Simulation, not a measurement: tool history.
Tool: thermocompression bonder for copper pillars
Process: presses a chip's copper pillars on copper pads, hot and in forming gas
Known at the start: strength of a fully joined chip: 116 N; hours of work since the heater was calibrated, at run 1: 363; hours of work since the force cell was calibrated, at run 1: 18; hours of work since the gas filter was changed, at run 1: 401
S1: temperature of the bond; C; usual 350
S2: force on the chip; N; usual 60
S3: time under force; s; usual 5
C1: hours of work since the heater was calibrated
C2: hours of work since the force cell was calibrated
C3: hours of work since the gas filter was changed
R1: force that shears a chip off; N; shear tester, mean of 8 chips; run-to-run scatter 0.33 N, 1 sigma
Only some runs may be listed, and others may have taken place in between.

{"run": 1, "hour": 0.0, "S1": 350, "S2": 60, "S3": 5, "C1": 363, "C2": 18, "C3": 401, "R1": 49.2}
{"run": 2, "hour": 6.8, "S1": 350, "S2": 60, "S3": 5, "C1": 366, "C2": 20, "C3": 404, "R1": 49.4}
{"run": 3, "hour": 19.2, "S1": 350, "S2": 60, "S3": 5, "C1": 371, "C2": 26, "C3": 409, "R1": 49.5}
{"run": 4, "hour": 32.6, "S1": 350, "S2": 88, "S3": 5, "C1": 377, "C2": 31, "C3": 414, "R1": 59.5}
{"run": 5, "hour": 45.4, "S1": 350, "S2": 88, "S3": 5, "C1": 382, "C2": 36, "C3": 420, "R1": 59}
{"run": 6, "hour": 59.8, "S1": 350, "S2": 88, "S3": 5, "C1": 388, "C2": 42, "C3": 426, "R1": 59.5}
{"hour": 67.8, "done": "forming gas filter changed"}
{"run": 7, "hour": 73.9, "S1": 350, "S2": 88, "S3": 5, "C1": 394, "C2": 48, "C3": 3, "R1": 63.3}
{"hour": 76.9, "done": "heater calibrated with a thermocouple chip"}
{"run": 8, "hour": 91.1, "S1": 350, "S2": 88, "S3": 5, "C1": 6, "C2": 54, "C3": 9, "R1": 63.3}
{"run": 9, "hour": 100.1, "S1": 350, "S2": 60, "S3": 5, "C1": 10, "C2": 58, "C3": 13, "R1": 52.6}
{"run": 10, "hour": 114.8, "S1": 350, "S2": 60, "S3": 5, "C1": 16, "C2": 64, "C3": 19, "R1": 52.4}
{"hour": 128.8, "done": "heater calibrated with a thermocouple chip, once more"}
{"run": 11, "hour": 130.8, "S1": 350, "S2": 60, "S3": 5, "C1": 1, "C2": 70, "C3": 25, "R1": 52.3}

Run 12 is up next; what results do you expect?
{"run": 12, "hour": 143.6, "S1": 350, "S2": 60, "S3": 5, "C1": 6, "C2": 75, "C3": 30, "R1": "?"}

Run 12 came out at R1 51.7 N.
With the hidden condition absent and the run-to-run variation left alone, this run would have shown R1 51.7 N.
